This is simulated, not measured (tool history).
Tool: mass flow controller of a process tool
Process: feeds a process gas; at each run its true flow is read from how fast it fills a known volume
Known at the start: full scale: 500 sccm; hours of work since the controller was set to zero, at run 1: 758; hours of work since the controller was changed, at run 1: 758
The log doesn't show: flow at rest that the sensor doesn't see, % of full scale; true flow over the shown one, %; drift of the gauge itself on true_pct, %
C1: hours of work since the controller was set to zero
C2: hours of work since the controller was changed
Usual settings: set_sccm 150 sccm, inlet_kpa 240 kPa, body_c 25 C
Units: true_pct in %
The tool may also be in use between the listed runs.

run 1 day=0 | set_sccm=150 inlet_kpa=240 body_c=25 | C1=758 C2=758 | true_pct=98.24
run 2 day=6.929 | set_sccm=150 inlet_kpa=240 body_c=25 | C1=866 C2=866 | true_pct=98.41
run 3 day=14.688 | set_sccm=150 inlet_kpa=240 body_c=25 | C1=986 C2=986 | true_pct=98.59
run 4 day=20.842 | set_sccm=150 inlet_kpa=240 body_c=25 | C1=1082 C2=1082 | true_pct=98.52
run 5 day=25.888 | set_sccm=72 inlet_kpa=240 body_c=25 | C1=1160 C2=1160 | true_pct=99.15
run 6 day=31.258 | set_sccm=150 inlet_kpa=240 body_c=20 | C1=1243 C2=1243 | true_pct=99.05
run 7 day=37.371 | set_sccm=150 inlet_kpa=240 body_c=20 | C1=1338 C2=1338 | true_pct=99.07
run 8 day=43.4 | set_sccm=150 inlet_kpa=240 body_c=20 | C1=1432 C2=1432 | true_pct=99.14
run 9 day=50.438 | set_sccm=150 inlet_kpa=240 body_c=23 | C1=1541 C2=1541 | true_pct=98.83
run 10 day=54.983 | set_sccm=150 inlet_kpa=240 body_c=25 | C1=1611 C2=1611 | true_pct=98.64
run 11 day=65.062 | set_sccm=150 inlet_kpa=240 body_c=25 | C1=1768 C2=1768 | true_pct=98.73
run 12 day=70.842 | set_sccm=150 inlet_kpa=240 body_c=25 | C1=1857 C2=1857 | true_pct=98.81
run 13 day=76.696 | set_sccm=150 inlet_kpa=240 body_c=32 | C1=1948 C2=1948 | true_pct=97.89
-- day=77.221 controller's zero set anew
run 14 day=83.646 | set_sccm=368 inlet_kpa=240 body_c=32 | C1=100 C2=2056 | true_pct=98.18
run 15 day=88.204 | set_sccm=368 inlet_kpa=240 body_c=32 | C1=170 C2=2126 | true_pct=98.32
run 16 day=98.488 | set_sccm=127 inlet_kpa=240 body_c=25 | C1=330 C2=2286 | true_pct=99.37
run 17 day=103.992 | set_sccm=150 inlet_kpa=240 body_c=25 | C1=415 C2=2371 | true_pct=99.21
run 18 day=108.229 | set_sccm=150 inlet_kpa=240 body_c=25 | C1=481 C2=2437 | true_pct=99.21
-- day=113.462 controller's zero set anew, once more
run 19 day=113.783 | set_sccm=150 inlet_kpa=240 body_c=25 | C1=5 C2=2523 | true_pct=97.28
run 20 day=118.492 | set_sccm=232 inlet_kpa=240 body_c=25 | C1=78 C2=2596 | true_pct=97.65
run 21 day=124.483 | set_sccm=232 inlet_kpa=240 body_c=25 | C1=171 C2=2689 | true_pct=97.51
run 22 day=132.838 | set_sccm=232 inlet_kpa=240 body_c=25 | C1=301 C2=2819 | true_pct=97.55
run 23 day=137.779 | set_sccm=183 inlet_kpa=240 body_c=25 | C1=377 C2=2895 | true_pct=97.31
run 24 day=147.3 | set_sccm=183 inlet_kpa=240 body_c=25 | C1=525 C2=3043 | true_pct=97.5
run 25 day=153.538 | set_sccm=183 inlet_kpa=240 body_c=25 | C1=622 C2=3140 | true_pct=97.53
run 26 day=157.817 | set_sccm=131 inlet_kpa=143 body_c=25 | C1=688 C2=3206 | true_pct=98.07
run 27 day=166.879 | set_sccm=223 inlet_kpa=143 body_c=27 | C1=829 C2=3347 | true_pct=98.07
run 28 day=176.367 | set_sccm=92 inlet_kpa=240 body_c=30 | C1=976 C2=3494 | true_pct=97.1
run 29 day=183.971 | set_sccm=92 inlet_kpa=240 body_c=30 | C1=1094 C2=3612 | true_pct=97.24
run 30 day=192.883 | set_sccm=172 inlet_kpa=240 body_c=23 | C1=1232 C2=3750 | true_pct=97.83
run 31 day=197.238 | set_sccm=246 inlet_kpa=231 body_c=23 | C1=1300 C2=3818 | true_pct=98.1
run 32 day=203.196 | set_sccm=74 inlet_kpa=231 body_c=34 | C1=1392 C2=3910 | true_pct=97.35
run 33 day=209.896 | set_sccm=74 inlet_kpa=231 body_c=23 | C1=1496 C2=4014 | true_pct=98.83
run 34 day=217.979 | set_sccm=150 inlet_kpa=240 body_c=31 | C1=1622 C2=4140 | true_pct=97.17
run 35 day=227.525 | set_sccm=150 inlet_kpa=240 body_c=31 | C1=1770 C2=4288 | true_pct=97.11
run 36 day=233.612 | set_sccm=151 inlet_kpa=240 body_c=30 | C1=1864 C2=4382 | true_pct=97.41
run 37 day=240.542 | set_sccm=427 inlet_kpa=250 body_c=28 | C1=1972 C2=4490 | true_pct=97.89
run 38 day=245.621 | set_sccm=427 inlet_kpa=250 body_c=28 | C1=2051 C2=4568 | true_pct=98.01
run 39 day=252.7 | set_sccm=217 inlet_kpa=257 body_c=37 | C1=2160 C2=4678 | true_pct=96.36
run 40 day=258.633 | set_sccm=57 inlet_kpa=257 body_c=26 | C1=2252 C2=4770 | true_pct=99.85
run 41 day=262.971 | set_sccm=232 inlet_kpa=145 body_c=22 | C1=2320 C2=4838 | true_pct=98.68
run 42 day=267.546 | set_sccm=232 inlet_kpa=145 body_c=22 | C1=2391 C2=4909 | true_pct=98.73
run 43 day=276.758 | set_sccm=232 inlet_kpa=145 body_c=22 | C1=2534 C2=5052 | true_pct=98.71
run 44 day=282.883 | set_sccm=117 inlet_kpa=145 body_c=24 | C1=2629 C2=5147 | true_pct=99.32
run 45 day=291.104 | set_sccm=113 inlet_kpa=237 body_c=21 | C1=2756 C2=5274 | true_pct=98.98
run 46 day=295.767 | set_sccm=113 inlet_kpa=237 body_c=21 | C1=2829 C2=5346 | true_pct=99.22
run 47 day=303.621 | set_sccm=113 inlet_kpa=237 body_c=21 | C1=2950 C2=5468 | true_pct=99.31
run 48 day=308.767 | set_sccm=113 inlet_kpa=237 body_c=21 | C1=3030 C2=5548 | true_pct=99.31

Forecast each of these 4 alternatives for the next run:
run A day=313.042 | set_sccm=147 inlet_kpa=159 body_c=27 | C1=3097 C2=5615 | true_pct=?
run B day=313.042 | set_sccm=143 inlet_kpa=164 body_c=31 | C1=3097 C2=5615 | true_pct=?
run C day=313.042 | set_sccm=113 inlet_kpa=254 body_c=35 | C1=3097 C2=5615 | true_pct=?
run D day=313.042 | set_sccm=361 inlet_kpa=153 body_c=22 | C1=3097 C2=5615 | true_pct=?

run=A true_pct=98.61
run=B true_pct=98.24
run=C true_pct=97.62
run=D true_pct=98.88
Without the tool's hidden state the same runs would have given:
run=A true_pct=98.33
run=B true_pct=97.89
run=C true_pct=96.66
run=D true_pct=99.94
